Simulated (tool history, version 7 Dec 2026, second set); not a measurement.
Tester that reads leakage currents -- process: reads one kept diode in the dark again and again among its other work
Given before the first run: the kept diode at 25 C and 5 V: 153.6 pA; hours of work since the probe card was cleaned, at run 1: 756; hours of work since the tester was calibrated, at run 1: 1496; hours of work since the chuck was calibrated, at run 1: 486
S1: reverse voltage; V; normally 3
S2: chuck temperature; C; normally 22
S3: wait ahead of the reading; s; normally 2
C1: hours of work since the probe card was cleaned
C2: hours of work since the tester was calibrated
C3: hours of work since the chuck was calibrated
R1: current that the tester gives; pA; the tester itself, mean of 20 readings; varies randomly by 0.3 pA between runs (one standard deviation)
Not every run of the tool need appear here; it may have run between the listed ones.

run 1 day=0 | S1=3 S2=22 S3=2 | C1=756 C2=1496 C3=486 | R1=96.98
run 2 day=2.029 | S1=3 S2=23 S3=2 | C1=792 C2=1531 C3=522 | R1=103.79
run 3 day=4.517 | S1=3 S2=22 S3=0.96 | C1=836 C2=1575 C3=566 | R1=96.67
run 4 day=7.242 | S1=3 S2=22 S3=1.02 | C1=884 C2=1623 C3=613 | R1=96.02
run 5 day=9.45 | S1=3 S2=38 S3=2 | C1=922 C2=1662 C3=652 | R1=305.28
run 6 day=11.992 | S1=3 S2=38 S3=2 | C1=967 C2=1707 C3=697 | R1=301.98
run 7 day=13.738 | S1=3 S2=38 S3=2 | C1=998 C2=1737 C3=728 | R1=303.42
run 8 day=15.008 | S1=3 S2=38 S3=2 | C1=1020 C2=1760 C3=750 | R1=303.41
run 9 day=16.288 | S1=3 S2=38 S3=2 | C1=1043 C2=1782 C3=772 | R1=302.29
run 10 day=18.288 | S1=3 S2=38 S3=2 | C1=1078 C2=1817 C3=808 | R1=301.34
run 11 day=21.088 | S1=3 S2=38 S3=2 | C1=1127 C2=1866 C3=857 | R1=302.79
run 12 day=22.479 | S1=3 S2=38 S3=2 | C1=1151 C2=1891 C3=881 | R1=301.03
run 13 day=25.062 | S1=19.75 S2=30 S3=7.68 | C1=1197 C2=1936 C3=927 | R1=408.16
run 14 day=27.346 | S1=2.81 S2=31 S3=2 | C1=1237 C2=1977 C3=967 | R1=177.73
run 15 day=29.912 | S1=5.74 S2=22 S3=1.18 | C1=1282 C2=2022 C3=1012 | R1=129
run 16 day=32.892 | S1=7.71 S2=22 S3=3.01 | C1=1335 C2=2074 C3=1064 | R1=147.95
run 17 day=35.933 | S1=2.55 S2=22 S3=3.01 | C1=1388 C2=2128 C3=1118 | R1=87.92
run 18 day=37.888 | S1=2.55 S2=22 S3=3.01 | C1=1422 C2=2162 C3=1152 | R1=87.6
run 19 day=39.925 | S1=2.55 S2=38 S3=0.74 | C1=1458 C2=2198 C3=1188 | R1=277.06
run 20 day=41.604 | S1=4.21 S2=22 S3=0.53 | C1=1488 C2=2227 C3=1218 | R1=111.74
run 21 day=43.912 | S1=4.21 S2=22 S3=0.53 | C1=1528 C2=2268 C3=1258 | R1=111.4
run 22 day=46.246 | S1=4.21 S2=22 S3=0.53 | C1=1569 C2=2309 C3=1299 | R1=111.22
run 23 day=48.438 | S1=1.61 S2=20 S3=1.38 | C1=1608 C2=2347 C3=1338 | R1=60.25

Consider 3 possible next runs. They are alternatives, not a sequence: every one starts from the tool as it was left by run 23. What does each give?
run A day=49.762 | S1=3.4 S2=40 S3=0.62 | C1=1631 C2=2371 C3=1361 | R1=?
run B day=49.762 | S1=12.69 S2=22 S3=2 | C1=1631 C2=2371 C3=1361 | R1=?
run C day=49.762 | S1=19.34 S2=20 S3=1.38 | C1=1631 C2=2371 C3=1361 | R1=?

run=A R1=359.1
run=B R1=188.41
run=C R1=203.9
With no hidden state in the tool, these same runs would have given:
run=A R1=380.35
run=B R1=187.3
run=C R1=195.68
